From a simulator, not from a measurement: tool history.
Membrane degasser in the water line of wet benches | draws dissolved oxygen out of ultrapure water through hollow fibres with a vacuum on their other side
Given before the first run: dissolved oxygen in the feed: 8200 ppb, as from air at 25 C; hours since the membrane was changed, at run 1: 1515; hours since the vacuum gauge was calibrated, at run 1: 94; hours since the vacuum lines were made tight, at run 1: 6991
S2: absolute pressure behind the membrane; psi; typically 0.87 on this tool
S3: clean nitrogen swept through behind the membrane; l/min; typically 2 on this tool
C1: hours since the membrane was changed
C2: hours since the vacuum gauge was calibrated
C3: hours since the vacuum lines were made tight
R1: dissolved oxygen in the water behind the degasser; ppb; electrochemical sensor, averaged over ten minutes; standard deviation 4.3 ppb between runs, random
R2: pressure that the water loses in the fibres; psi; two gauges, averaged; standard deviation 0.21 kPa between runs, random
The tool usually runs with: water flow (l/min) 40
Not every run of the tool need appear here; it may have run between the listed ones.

run 1 hour=0 | water_flow_(l/min)=40 S2=0.87 S3=2 | C1=1515 C2=94 C3=6991 | R1=433 R2=7.326
run 2 hour=32.8 | water_flow_(l/min)=40 S2=0.87 S3=2 | C1=1548 C2=126 C3=7024 | R1=431.8 R2=7.374
run 3 hour=74.7 | water_flow_(l/min)=40 S2=0.87 S3=2 | C1=1590 C2=168 C3=7066 | R1=432 R2=7.34
run 4 hour=117.4 | water_flow_(l/min)=40 S2=0.87 S3=2 | C1=1633 C2=211 C3=7109 | R1=435 R2=7.319
run 5 hour=136.9 | water_flow_(l/min)=40 S2=0.87 S3=2 | C1=1652 C2=231 C3=7128 | R1=437.6 R2=7.292
run 6 hour=157.9 | water_flow_(l/min)=40 S2=0.87 S3=2 | C1=1673 C2=252 C3=7149 | R1=433.7 R2=7.374
run 7 hour=186.8 | water_flow_(l/min)=40 S2=0.87 S3=2 | C1=1702 C2=280 C3=7178 | R1=434.6 R2=7.292
run 8 hour=226.3 | water_flow_(l/min)=40 S2=0.87 S3=2 | C1=1742 C2=320 C3=7218 | R1=436.8 R2=7.337
run 9 hour=258.6 | water_flow_(l/min)=40 S2=0.87 S3=2 | C1=1774 C2=352 C3=7250 | R1=437.3 R2=7.349
run 10 hour=288.7 | water_flow_(l/min)=40 S2=0.87 S3=2 | C1=1804 C2=382 C3=7280 | R1=443.5 R2=7.304
run 11 hour=328.5 | water_flow_(l/min)=40 S2=0.87 S3=1.48 | C1=1844 C2=422 C3=7320 | R1=472.6 R2=7.364
run 12 hour=350.3 | water_flow_(l/min)=40 S2=0.87 S3=1.48 | C1=1866 C2=444 C3=7342 | R1=471.9 R2=7.352
run 13 hour=385 | water_flow_(l/min)=26 S2=1.366 S3=1.74 | C1=1900 C2=479 C3=7376 | R1=383.8 R2=4.775
run 14 hour=416.8 | water_flow_(l/min)=25 S2=1.181 S3=2 | C1=1932 C2=510 C3=7408 | R1=301.9 R2=4.593
run 15 hour=437.9 | water_flow_(l/min)=46 S2=0.802 S3=3.05 | C1=1953 C2=531 C3=7429 | R1=458 R2=8.491
-- hour=442.1 vacuum gauge calibrated
run 16 hour=485.8 | water_flow_(l/min)=38 S2=0.708 S3=5.94 | C1=2001 C2=44 C3=7476 | R1=328.6 R2=6.92
run 17 hour=509.2 | water_flow_(l/min)=32 S2=1.98 S3=1.61 | C1=2024 C2=67 C3=7500 | R1=662.9 R2=5.904
run 18 hour=548.5 | water_flow_(l/min)=30 S2=0.87 S3=2 | C1=2063 C2=106 C3=7539 | R1=317.5 R2=5.538
-- hour=566.2 vacuum gauge calibrated, once more
run 19 hour=577.1 | water_flow_(l/min)=49 S2=1.253 S3=3.2 | C1=2091 C2=11 C3=7567 | R1=590.5 R2=8.966
run 20 hour=599.8 | water_flow_(l/min)=38 S2=1.253 S3=2.13 | C1=2114 C2=34 C3=7590 | R1=505.5 R2=6.917
run 21 hour=639 | water_flow_(l/min)=38 S2=1.046 S3=3.73 | C1=2153 C2=73 C3=7629 | R1=391.7 R2=7.021
run 22 hour=674.8 | water_flow_(l/min)=45 S2=0.656 S3=2.22 | C1=2189 C2=109 C3=7665 | R1=436.7 R2=8.231
run 23 hour=708.8 | water_flow_(l/min)=57 S2=0.676 S3=2.06 | C1=2223 C2=143 C3=7699 | R1=578.5 R2=10.489
run 24 hour=744.9 | water_flow_(l/min)=57 S2=0.676 S3=1.92 | C1=2259 C2=179 C3=7735 | R1=570.7 R2=10.462

4 ways to go on from here, each from the tool as it stands after run 24. What would each give?
run A hour=786 | water_flow_(l/min)=27 S2=1.127 S3=2 | C1=2300 C2=220 C3=7776 | R1=? R2=?
run B hour=786 | water_flow_(l/min)=54 S2=0.554 S3=0.87 | C1=2300 C2=220 C3=7776 | R1=? R2=?
run C hour=786 | water_flow_(l/min)=40 S2=0.87 S3=2 | C1=2300 C2=220 C3=7776 | R1=? R2=?
run D hour=786 | water_flow_(l/min)=40 S2=1.98 S3=2 | C1=2300 C2=220 C3=7776 | R1=? R2=?

run=A R1=330.1 R2=4.981
run=B R1=529.7 R2=9.95
run=C R1=444 R2=7.371
run=D R1=743.8 R2=7.382
What these runs would have given with no unlogged condition in the tool:
run=A R1=317.1 R2=4.921
run=B R1=506.8 R2=9.829
run=C R1=427.5 R2=7.281
run=D R1=725.3 R2=7.292
